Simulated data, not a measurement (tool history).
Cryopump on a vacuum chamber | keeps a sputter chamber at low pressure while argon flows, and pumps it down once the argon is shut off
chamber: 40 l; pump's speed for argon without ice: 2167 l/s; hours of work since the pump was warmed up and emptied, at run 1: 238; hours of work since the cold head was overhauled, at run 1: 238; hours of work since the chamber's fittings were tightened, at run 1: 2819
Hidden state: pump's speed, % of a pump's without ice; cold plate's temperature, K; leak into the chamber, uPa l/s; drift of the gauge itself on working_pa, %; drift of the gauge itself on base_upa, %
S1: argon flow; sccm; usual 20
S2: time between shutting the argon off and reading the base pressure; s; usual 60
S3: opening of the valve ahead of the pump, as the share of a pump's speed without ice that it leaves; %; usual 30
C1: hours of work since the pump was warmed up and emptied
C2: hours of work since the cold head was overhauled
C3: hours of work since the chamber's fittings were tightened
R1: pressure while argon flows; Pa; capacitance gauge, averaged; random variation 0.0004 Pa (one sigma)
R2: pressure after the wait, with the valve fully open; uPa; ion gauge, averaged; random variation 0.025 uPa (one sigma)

Run 1, hour 0: usual settings; C1 238; C2 238; C3 2819. Result: R1 0.0527 Pa, R2 2.02 uPa.
Run 2, hour 27.7: usual settings; C1 249; C2 249; C3 2831. Result: R1 0.053 Pa, R2 2.05 uPa.
Run 3, hour 55.6: usual settings; C1 261; C2 261; C3 2842. Result: R1 0.0527 Pa, R2 1.99 uPa.
Run 4, hour 95: usual settings; C1 277; C2 277; C3 2858. Result: R1 0.0529 Pa, R2 2.01 uPa.
Run 5, hour 131.3: usual settings; C1 292; C2 292; C3 2873. Result: R1 0.0525 Pa, R2 2.03 uPa.
Run 6, hour 162.5: usual settings but S3 36 %; C1 305; C2 305; C3 2886. Result: R1 0.0443 Pa, R2 2.07 uPa.
Run 7, hour 185.5: usual settings but S1 27 sccm; C1 314; C2 314; C3 2896. Result: R1 0.0722 Pa, R2 2.06 uPa.
Run 8, hour 222.4: usual settings; C1 330; C2 330; C3 2911. Result: R1 0.0531 Pa, R2 2.12 uPa.
Run 9, hour 264.1: usual settings; C1 347; C2 347; C3 2928. Result: R1 0.0535 Pa, R2 2.1 uPa.
Run 10, hour 304.1: usual settings but S3 20 %; C1 363; C2 363; C3 2945. Result: R1 0.0802 Pa, R2 2.09 uPa.
Run 11, hour 336.8: usual settings but S3 20 %; C1 377; C2 377; C3 2958. Result: R1 0.0798 Pa, R2 2.17 uPa.
Run 12, hour 372.8: usual settings but S3 20 %; C1 392; C2 392; C3 2973. Result: R1 0.0802 Pa, R2 2.1 uPa.
Run 13, hour 394.2: usual settings but S2 26 s, S3 54 %; C1 401; C2 401; C3 2982. Result: R1 0.0307 Pa, R2 3.27 uPa.
Run 14, hour 433.4: usual settings but S2 26 s, S3 54 %; C1 417; C2 417; C3 2998. Result: R1 0.0308 Pa, R2 3.29 uPa.
Run 15, hour 457.9: usual settings but S2 26 s, S3 54 %; C1 427; C2 427; C3 3008. Result: R1 0.0313 Pa, R2 3.35 uPa.
Run 16, hour 500.9: usual settings but S1 10 sccm; C1 445; C2 445; C3 3026. Result: R1 0.0273 Pa, R2 2.17 uPa.
Run 17, hour 544.4: usual settings but S1 10 sccm; C1 462; C2 462; C3 3044. Result: R1 0.0273 Pa, R2 2.17 uPa.
Run 18, hour 568.4: usual settings but S1 10 sccm; C1 472; C2 472; C3 3054. Result: R1 0.0266 Pa, R2 2.18 uPa.
Run 19, hour 599.8: usual settings but S1 38 sccm, S3 16 %; C1 485; C2 485; C3 3067. Result: R1 0.1898 Pa, R2 2.16 uPa.
Run 20, hour 634.8: usual settings but S1 38 sccm, S3 16 %; C1 500; C2 500; C3 3081. Result: R1 0.1897 Pa, R2 2.23 uPa.
Run 21, hour 671.9: usual settings but S1 38 sccm, S3 16 %; C1 515; C2 515; C3 3096. Result: R1 0.1912 Pa, R2 2.18 uPa.
Run 22, hour 705.9: usual settings but S2 23 s; C1 529; C2 529; C3 3111. Result: R1 0.054 Pa, R2 3.68 uPa.
Run 23, hour 742.2: usual settings but S3 53 %; C1 544; C2 544; C3 3126. Result: R1 0.0325 Pa, R2 2.23 uPa.
Run 24, hour 771.8: usual settings but S1 36 sccm, S2 59 s, S3 22 %; C1 556; C2 556; C3 3138. Result: R1 0.1323 Pa, R2 2.23 uPa.

Measured less the same run without the tool's hidden state. The same run-to-run variation is in both; the gauge's scatter may not be:
run       R1     R2
  1  +0.0011  +1.02
  2  +0.0011  +1.03
  3  +0.0012  +1.01
  4  +0.0012  +1.02
  5  +0.0014  +1.04
  6  +0.0014  +1.05
  7  +0.0019  +1.05
  8  +0.0015  +1.09
  9  +0.0016   +1.1
 10  +0.0017  +1.08
 11  +0.0018  +1.12
 12  +0.0018  +1.11
 13  +0.0019  +1.12
 14  +0.0019  +1.14
 15   +0.002  +1.17
 16  +0.0011  +1.15
 17   +0.001  +1.17
 18  +0.0011  +1.17
 19  +0.0043  +1.18
 20  +0.0045  +1.21
 21  +0.0046  +1.19
 22  +0.0025  +1.23
 23  +0.0026  +1.23
 24  +0.0048  +1.24
